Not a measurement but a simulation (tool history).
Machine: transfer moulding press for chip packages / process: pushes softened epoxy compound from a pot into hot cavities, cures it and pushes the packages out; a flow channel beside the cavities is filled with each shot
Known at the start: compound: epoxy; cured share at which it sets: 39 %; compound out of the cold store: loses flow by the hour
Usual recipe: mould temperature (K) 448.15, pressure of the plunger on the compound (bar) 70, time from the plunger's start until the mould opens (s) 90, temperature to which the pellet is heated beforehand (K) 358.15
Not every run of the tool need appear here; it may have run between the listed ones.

| run | hour | mould temperature (K) | pressure of the plunger on the compound (bar) | time from the plunger's start until the mould opens (s) | temperature to which the pellet is heated beforehand (K) | incoming compound's hours out of the cold store | length that the compound runs in the flow channel (mm) | greatest force on the pins that push the packages out (N) |
|---|---|---|---|---|---|---|---|---|
| 1 | 0 | 448.15 | 70 | 90 | 358.15 | 8.3 | 1035 | 641 |
| 2 | 24.1 | 448.15 | 70 | 90 | 358.15 | 40.2 | 899 | 674 |
|  | 33.3 | cavities cleaned with cleaning compound and waxed |
| 3 | 40.1 | 448.15 | 70 | 90 | 358.15 | 28.5 | 943 | 619 |
| 4 | 64.2 | 448.15 | 70 | 90 | 358.15 | 18.9 | 981 | 728 |
|  | 71.3 | cavities cleaned with cleaning compound and waxed |
| 5 | 93.7 | 448.15 | 70 | 90 | 351.15 | 27.8 | 942 | 709 |
|  | 109.8 | cavities cleaned with cleaning compound and waxed |
| 6 | 119.9 | 448.15 | 70 | 90 | 358.15 | 18.9 | 977 | 617 |
| 7 | 144.3 | 448.15 | 70 | 95 | 358.15 | 31.6 | 923 | 685 |
|  | 150 | cavities cleaned with cleaning compound and waxed |
| 8 | 169.9 | 448.15 | 70 | 95 | 358.15 | 23.3 | 953 | 633 |
| 9 | 185.3 | 448.15 | 70 | 95 | 358.15 | 22.3 | 951 | 694 |
|  | 188 | cavities cleaned with cleaning compound and waxed |
| 10 | 208.6 | 448.15 | 70 | 95 | 358.15 | 43.4 | 871 | 621 |
|  | 220.3 | plunger's sealing rings changed |
|  | 230 | cavities cleaned with cleaning compound and waxed |
| 11 | 234.9 | 448.15 | 70 | 90 | 358.15 | 23.9 | 977 | 638 |
| 12 | 249.9 | 448.15 | 55.5 | 90 | 358.15 | 40.7 | 806 | 651 |
|  | 268.2 | cavities cleaned with cleaning compound and waxed |
| 13 | 269.3 | 448.15 | 70 | 106 | 358.15 | 30.5 | 942 | 487 |
| 14 | 283.6 | 445.15 | 70 | 90 | 350.15 | 41.3 | 905 | 758 |
| 15 | 295.5 | 450.15 | 72 | 124 | 367.15 | 17.4 | 1003 | 585 |
|  | 306.6 | cavities cleaned with cleaning compound and waxed |
| 16 | 324.2 | 452.15 | 76.1 | 75 | 358.15 | 32.1 | 962 | 699 |
| 17 | 340.5 | 441.15 | 70 | 99 | 367.15 | 31.5 | 939 | 848 |
|  | 344.6 | cavities cleaned with cleaning compound and waxed |
| 18 | 368.1 | 441.15 | 70 | 99 | 352.15 | 44.2 | 895 | 793 |
|  | 383.1 | cavities cleaned with cleaning compound and waxed |
| 19 | 385.2 | 455.15 | 70 | 90 | 358.15 | 33.8 | 909 | 452 |
| 20 | 412.7 | 455.15 | 70 | 90 | 358.15 | 45.2 | 860 | 579 |
|  | 421.6 | cavities cleaned with cleaning compound and waxed |
| 21 | 441.4 | 445.15 | 70 | 90 | 359.15 | 33.2 | 920 | 773 |
|  | 460.5 | cavities cleaned with cleaning compound and waxed |
| 22 | 462.3 | 449.15 | 59.5 | 97 | 353.15 | 28.7 | 864 | 515 |
| 23 | 478.5 | 448.15 | 59.5 | 97 | 361.15 | 26 | 865 | 615 |
| 24 | 495.5 | 454.15 | 59.5 | 81 | 361.15 | 35.7 | 821 | 657 |
|  | 499.1 | cavities cleaned with cleaning compound and waxed |
| 25 | 517.9 | 454.15 | 59.5 | 81 | 361.15 | 20 | 876 | 589 |
|  | 537.4 | cavities cleaned with cleaning compound and waxed |
| 26 | 544.5 | 454.15 | 59.5 | 81 | 361.15 | 15.2 | 889 | 567 |

5 options for the next run, each taken on its own from the tool as it stands now. Forecast them:
|  | 551.8 | plunger's sealing rings changed |
| A | 568.8 | 447.15 | 77.7 | 90 | 358.15 | 40.5 | ? | ? |
|  | 551.8 | plunger's sealing rings changed |
| B | 568.8 | 454.15 | 59.5 | 81 | 365.15 | 17.5 | ? | ? |
|  | 551.8 | plunger's sealing rings changed |
| C | 568.8 | 454.15 | 53.5 | 81 | 361.15 | 21.2 | ? | ? |
|  | 551.8 | plunger's sealing rings changed |
| D | 568.8 | 447.15 | 59.5 | 126 | 361.15 | 29.9 | ? | ? |
|  | 551.8 | plunger's sealing rings changed |
| E | 568.8 | 454.15 | 67.2 | 81 | 361.15 | 21.1 | ? | ? |

| run | length that the compound runs in the flow channel (mm) | greatest force on the pins that push the packages out (N) |
|---|---|---|
| A | 949 | 705 |
| B | 903 | 659 |
| C | 840 | 627 |
| D | 872 | 562 |
| E | 945 | 630 |
With no hidden state in the tool, these same runs would have given:
| run | length that the compound runs in the flow channel (mm) | greatest force on the pins that push the packages out (N) |
|---|---|---|
| A | 959 | 581 |
| B | 912 | 538 |
| C | 848 | 511 |
| D | 880 | 448 |
| E | 954 | 513 |

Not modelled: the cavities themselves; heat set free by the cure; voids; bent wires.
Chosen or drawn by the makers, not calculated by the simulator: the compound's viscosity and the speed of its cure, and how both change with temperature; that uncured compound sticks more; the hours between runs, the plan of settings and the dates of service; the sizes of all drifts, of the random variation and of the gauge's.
